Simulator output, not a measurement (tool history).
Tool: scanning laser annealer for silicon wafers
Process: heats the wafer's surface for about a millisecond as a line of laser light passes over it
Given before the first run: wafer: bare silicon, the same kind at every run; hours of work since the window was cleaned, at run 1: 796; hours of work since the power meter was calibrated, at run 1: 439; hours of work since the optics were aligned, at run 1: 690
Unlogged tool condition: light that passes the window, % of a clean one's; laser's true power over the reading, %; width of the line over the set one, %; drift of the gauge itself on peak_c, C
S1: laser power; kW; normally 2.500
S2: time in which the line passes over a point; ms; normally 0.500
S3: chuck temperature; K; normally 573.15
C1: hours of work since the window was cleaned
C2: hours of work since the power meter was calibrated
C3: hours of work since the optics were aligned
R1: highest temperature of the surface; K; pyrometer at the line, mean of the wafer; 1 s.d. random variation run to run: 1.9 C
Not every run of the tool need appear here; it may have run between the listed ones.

| run | hour | S1 | S2 | S3 | C1 | C2 | C3 | R1 |
|---|---|---|---|---|---|---|---|---|
| 1 | 0.0 | 2.500 | 0.500 | 573.15 | 796 | 439 | 690 | 1313.15 |
| 2 | 15.0 | 2.230 | 0.500 | 573.15 | 805 | 449 | 699 | 1220.15 |
| 3 | 33.1 | 2.488 | 0.500 | 573.15 | 816 | 460 | 711 | 1304.15 |
| 4 | 50.1 | 2.488 | 0.500 | 573.15 | 827 | 471 | 721 | 1307.15 |
| 5 | 69.6 | 2.500 | 0.500 | 573.15 | 839 | 483 | 734 | 1310.15 |
|  | 76.3 | window over the wafer cleaned |
| 6 | 84.7 | 2.500 | 0.500 | 602.15 | 5 | 491 | 742 | 1390.15 |
| 7 | 103.4 | 2.500 | 0.500 | 602.15 | 17 | 503 | 753 | 1386.15 |
| 8 | 118.5 | 2.500 | 0.500 | 573.15 | 26 | 512 | 763 | 1357.15 |
| 9 | 130.8 | 2.500 | 0.500 | 573.15 | 34 | 520 | 771 | 1355.15 |
| 10 | 140.1 | 2.500 | 0.500 | 573.15 | 40 | 526 | 777 | 1354.15 |
| 11 | 148.8 | 2.500 | 0.500 | 573.15 | 45 | 531 | 782 | 1358.15 |
| 12 | 166.4 | 2.500 | 0.435 | 573.15 | 56 | 542 | 793 | 1306.15 |
| 13 | 180.9 | 2.500 | 0.435 | 573.15 | 66 | 551 | 802 | 1302.15 |
| 14 | 200.4 | 2.500 | 0.500 | 583.15 | 78 | 564 | 814 | 1366.15 |
| 15 | 208.9 | 2.500 | 0.500 | 574.15 | 83 | 569 | 820 | 1354.15 |
| 16 | 221.2 | 2.500 | 0.500 | 574.15 | 91 | 577 | 827 | 1350.15 |
| 17 | 236.3 | 2.500 | 0.500 | 574.15 | 100 | 586 | 837 | 1355.15 |
| 18 | 245.7 | 2.645 | 0.500 | 573.15 | 106 | 592 | 843 | 1404.15 |
|  | 269.5 | optics aligned, line set to its width |
| 19 | 269.5 | 2.512 | 0.500 | 573.15 | 118 | 604 | 0 | 1371.15 |
| 20 | 288.6 | 2.329 | 0.500 | 573.15 | 130 | 616 | 12 | 1296.15 |
| 21 | 304.5 | 2.347 | 0.586 | 573.15 | 140 | 626 | 22 | 1365.15 |
| 22 | 324.7 | 2.684 | 0.557 | 599.15 | 152 | 638 | 35 | 1500.15 |
| 23 | 339.4 | 2.684 | 0.557 | 599.15 | 162 | 648 | 44 | 1499.15 |
| 24 | 354.2 | 2.230 | 0.615 | 587.15 | 171 | 657 | 53 | 1346.15 |
| 25 | 373.6 | 2.230 | 0.615 | 587.15 | 183 | 669 | 65 | 1345.15 |
| 26 | 392.9 | 2.348 | 0.499 | 548.15 | 195 | 681 | 77 | 1276.15 |
| 27 | 412.1 | 2.616 | 0.368 | 548.15 | 207 | 693 | 89 | 1261.15 |
| 28 | 422.4 | 2.616 | 0.368 | 548.15 | 214 | 700 | 96 | 1260.15 |
| 29 | 440.6 | 2.235 | 0.414 | 583.15 | 225 | 711 | 107 | 1208.15 |
| 30 | 459.8 | 2.705 | 0.479 | 601.15 | 237 | 723 | 119 | 1433.15 |
| 31 | 478.6 | 2.653 | 0.497 | 610.15 | 249 | 735 | 131 | 1443.15 |
| 32 | 490.0 | 2.653 | 0.497 | 610.15 | 256 | 742 | 138 | 1442.15 |
| 33 | 504.7 | 2.617 | 0.537 | 578.15 | 265 | 751 | 147 | 1424.15 |
| 34 | 513.0 | 2.725 | 0.475 | 578.15 | 270 | 756 | 153 | 1416.15 |
| 35 | 530.4 | 2.500 | 0.554 | 573.15 | 281 | 767 | 163 | 1388.15 |
| 36 | 549.7 | 2.669 | 0.611 | 598.15 | 293 | 779 | 176 | 1522.15 |

Run 37, settings as shown, results not yet in. Your forecast:
| 37 | 563.3 | 2.669 | 0.611 | 598.15 | 302 | 788 | 184 | ? |

For run 37 the tool returned R1 1521.15 K.
If the tool had no hidden condition, the same run with the same run-to-run variation would have returned R1 1555.15 K.
